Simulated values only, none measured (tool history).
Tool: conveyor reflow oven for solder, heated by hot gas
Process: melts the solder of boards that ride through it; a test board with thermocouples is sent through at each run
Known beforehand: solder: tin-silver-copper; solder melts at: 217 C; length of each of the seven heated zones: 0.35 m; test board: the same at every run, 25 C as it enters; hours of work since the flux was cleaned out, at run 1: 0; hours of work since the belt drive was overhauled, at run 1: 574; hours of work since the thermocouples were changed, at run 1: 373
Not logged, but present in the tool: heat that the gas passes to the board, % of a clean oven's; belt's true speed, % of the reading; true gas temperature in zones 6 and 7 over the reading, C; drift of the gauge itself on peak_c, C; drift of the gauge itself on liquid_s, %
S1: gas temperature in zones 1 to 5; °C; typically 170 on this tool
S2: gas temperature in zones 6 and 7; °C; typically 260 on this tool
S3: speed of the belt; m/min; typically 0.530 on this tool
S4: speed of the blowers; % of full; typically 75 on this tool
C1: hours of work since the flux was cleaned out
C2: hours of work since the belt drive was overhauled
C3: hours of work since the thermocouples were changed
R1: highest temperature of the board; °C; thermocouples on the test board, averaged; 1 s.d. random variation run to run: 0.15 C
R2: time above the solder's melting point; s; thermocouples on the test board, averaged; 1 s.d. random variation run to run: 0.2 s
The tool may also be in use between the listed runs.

| run | day | S1 | S2 | S3 | S4 | C1 | C2 | C3 | R1 | R2 |
|---|---|---|---|---|---|---|---|---|---|---|
| 1 | 0.000 | 170 | 260 | 0.530 | 75 | 0 | 574 | 373 | 244.6 | 52.0 |
| 2 | 2.971 | 177 | 260 | 0.530 | 75 | 52 | 626 | 425 | 245.7 | 55.8 |
| 3 | 6.438 | 170 | 260 | 0.530 | 75 | 113 | 687 | 486 | 244.1 | 51.2 |
| 4 | 7.962 | 170 | 260 | 0.530 | 75 | 140 | 714 | 512 | 243.7 | 51.2 |
|  | 11.362 | belt drive overhauled, speed set with a stopwatch |
| 5 | 11.496 | 170 | 260 | 0.530 | 75 | 199 | 2 | 571 | 244.2 | 52.1 |
| 6 | 15.025 | 170 | 260 | 0.530 | 75 | 261 | 64 | 633 | 243.9 | 51.8 |
| 7 | 17.029 | 168 | 260 | 0.530 | 75 | 296 | 99 | 669 | 243.0 | 50.6 |
| 8 | 19.317 | 168 | 260 | 0.615 | 75 | 336 | 140 | 709 | 237.4 | 35.9 |
| 9 | 21.012 | 168 | 260 | 0.615 | 75 | 366 | 169 | 739 | 237.2 | 35.7 |
|  | 23.908 | belt drive overhauled, speed set with a stopwatch, once more |
| 10 | 24.458 | 168 | 260 | 0.615 | 75 | 423 | 10 | 796 | 235.3 | 31.5 |
| 11 | 26.096 | 168 | 260 | 0.615 | 75 | 452 | 38 | 825 | 235.1 | 31.4 |
|  | 27.021 | flux residue cleaned out of gas plates and filters |
|  | 27.796 | thermocouples of zones 6 and 7 changed |
| 12 | 28.775 | 170 | 262 | 0.530 | 75 | 29 | 80 | 17 | 244.7 | 51.2 |
| 13 | 30.942 | 170 | 260 | 0.530 | 75 | 67 | 118 | 55 | 242.6 | 49.0 |
| 14 | 33.904 | 170 | 267 | 0.530 | 75 | 119 | 170 | 107 | 248.7 | 54.2 |
| 15 | 37.183 | 170 | 267 | 0.530 | 75 | 177 | 228 | 165 | 248.0 | 53.8 |
| 16 | 39.067 | 170 | 260 | 0.530 | 75 | 210 | 261 | 198 | 242.0 | 48.0 |
| 17 | 41.933 | 170 | 260 | 0.512 | 55 | 260 | 311 | 248 | 236.0 | 40.2 |
| 18 | 43.788 | 176 | 256 | 0.478 | 73 | 293 | 344 | 280 | 242.0 | 57.1 |
| 19 | 47.125 | 176 | 256 | 0.478 | 73 | 351 | 402 | 339 | 242.2 | 56.9 |
| 20 | 49.538 | 176 | 249 | 0.531 | 73 | 394 | 444 | 381 | 232.7 | 38.8 |
| 21 | 51.729 | 170 | 267 | 0.530 | 75 | 432 | 483 | 420 | 246.6 | 52.9 |
|  | 53.779 | flux residue cleaned out of gas plates and filters |
| 22 | 54.783 | 170 | 274 | 0.530 | 84 | 18 | 533 | 470 | 259.6 | 63.7 |
| 23 | 57.433 | 181 | 274 | 0.467 | 84 | 64 | 579 | 516 | 264.5 | 80.4 |
| 24 | 59.471 | 181 | 274 | 0.467 | 84 | 100 | 615 | 552 | 264.8 | 80.8 |
| 25 | 61.158 | 181 | 258 | 0.537 | 84 | 129 | 645 | 582 | 246.7 | 58.4 |
| 26 | 63.683 | 162 | 261 | 0.621 | 67 | 174 | 689 | 626 | 234.1 | 28.7 |
| 27 | 65.221 | 162 | 261 | 0.621 | 67 | 201 | 716 | 653 | 233.9 | 28.6 |
| 28 | 67.242 | 170 | 260 | 0.445 | 85 | 236 | 751 | 688 | 251.4 | 71.2 |
|  | 68.362 | belt drive overhauled, speed set with a stopwatch |
| 29 | 70.262 | 170 | 260 | 0.530 | 73 | 286 | 33 | 738 | 242.4 | 47.9 |
| 30 | 72.279 | 169 | 260 | 0.441 | 73 | 322 | 69 | 774 | 247.9 | 65.9 |
| 31 | 74.583 | 169 | 260 | 0.441 | 73 | 362 | 109 | 814 | 248.0 | 65.5 |

What if the next run were any one of these 3? Each begins from the tool's condition after run 31:
|  | 76.783 | thermocouples of zones 6 and 7 changed |
| A | 77.538 | 169 | 260 | 0.468 | 84 | 412 | 159 | 13 | ? | ? |
|  | 76.783 | thermocouples of zones 6 and 7 changed |
| B | 77.538 | 170 | 260 | 0.530 | 80 | 412 | 159 | 13 | ? | ? |
|  | 76.783 | thermocouples of zones 6 and 7 changed |
| C | 77.538 | 166 | 260 | 0.630 | 53 | 412 | 159 | 13 | ? | ? |

| run | R1 | R2 |
|---|---|---|
| A | 246.4 | 60.2 |
| B | 241.4 | 47.3 |
| C | 222.0 | 10.0 |
Without the tool's unlogged condition, the same runs would have read:
| run | R1 | R2 |
|---|---|---|
| A | 249.0 | 63.9 |
| B | 244.5 | 51.6 |
| C | 225.3 | 15.8 |
